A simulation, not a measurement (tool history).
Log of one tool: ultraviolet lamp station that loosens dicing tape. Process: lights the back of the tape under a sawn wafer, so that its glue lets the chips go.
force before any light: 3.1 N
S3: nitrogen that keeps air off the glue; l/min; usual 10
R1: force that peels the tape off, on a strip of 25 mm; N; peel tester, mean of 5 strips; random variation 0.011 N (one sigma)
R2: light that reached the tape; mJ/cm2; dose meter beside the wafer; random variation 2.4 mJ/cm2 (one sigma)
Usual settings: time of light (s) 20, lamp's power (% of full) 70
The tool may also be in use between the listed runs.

{"run": 1, "hour": 0.0, "time of light (s)": 20, "lamp's power (% of full)": 70, "S3": 10, "R1": 0.608, "R2": 243}
{"run": 2, "hour": 15.6, "time of light (s)": 11, "lamp's power (% of full)": 70, "S3": 10, "R1": 1.192, "R2": 133}
{"run": 3, "hour": 24.3, "time of light (s)": 11, "lamp's power (% of full)": 70, "S3": 10, "R1": 1.174, "R2": 130}
{"run": 4, "hour": 43.1, "time of light (s)": 20, "lamp's power (% of full)": 70, "S3": 4, "R1": 1.001, "R2": 238}
{"run": 5, "hour": 57.9, "time of light (s)": 21, "lamp's power (% of full)": 70, "S3": 10, "R1": 0.581, "R2": 247}
{"run": 6, "hour": 75.7, "time of light (s)": 21, "lamp's power (% of full)": 70, "S3": 10, "R1": 0.597, "R2": 245}
{"run": 7, "hour": 83.9, "time of light (s)": 21, "lamp's power (% of full)": 70, "S3": 10, "R1": 0.585, "R2": 244}
{"run": 8, "hour": 99.5, "time of light (s)": 10, "lamp's power (% of full)": 70, "S3": 10, "R1": 1.318, "R2": 119}
{"run": 9, "hour": 111.1, "time of light (s)": 10, "lamp's power (% of full)": 70, "S3": 10, "R1": 1.352, "R2": 115}
{"run": 10, "hour": 127.0, "time of light (s)": 29, "lamp's power (% of full)": 87, "S3": 10, "R1": 0.282, "R2": 412}
{"run": 11, "hour": 136.7, "time of light (s)": 29, "lamp's power (% of full)": 87, "S3": 10, "R1": 0.274, "R2": 415}
{"run": 12, "hour": 148.5, "time of light (s)": 21, "lamp's power (% of full)": 60, "S3": 5, "R1": 1.022, "R2": 207}
{"run": 13, "hour": 161.9, "time of light (s)": 22, "lamp's power (% of full)": 82, "S3": 17, "R1": 0.323, "R2": 290}

Forecast each of these 4 alternatives for the next run:
{"run": "A", "hour": 172.7, "time of light (s)": 14, "lamp's power (% of full)": 82, "S3": 12, "R1": "?", "R2": "?"}
{"run": "B", "hour": 172.7, "time of light (s)": 33, "lamp's power (% of full)": 76, "S3": 14, "R1": "?", "R2": "?"}
{"run": "C", "hour": 172.7, "time of light (s)": 13, "lamp's power (% of full)": 86, "S3": 4, "R1": "?", "R2": "?"}
{"run": "D", "hour": 172.7, "time of light (s)": 14, "lamp's power (% of full)": 82, "S3": 17, "R1": "?", "R2": "?"}

run=A R1=0.768 R2=184
run=B R1=0.234 R2=403
run=C R1=1.284 R2=182
run=D R1=0.673 R2=184
Without the tool's hidden state the same runs would have given:
run=A R1=0.6 R2=223
run=B R1=0.193 R2=487
run=C R1=1.084 R2=219
run=D R1=0.516 R2=222
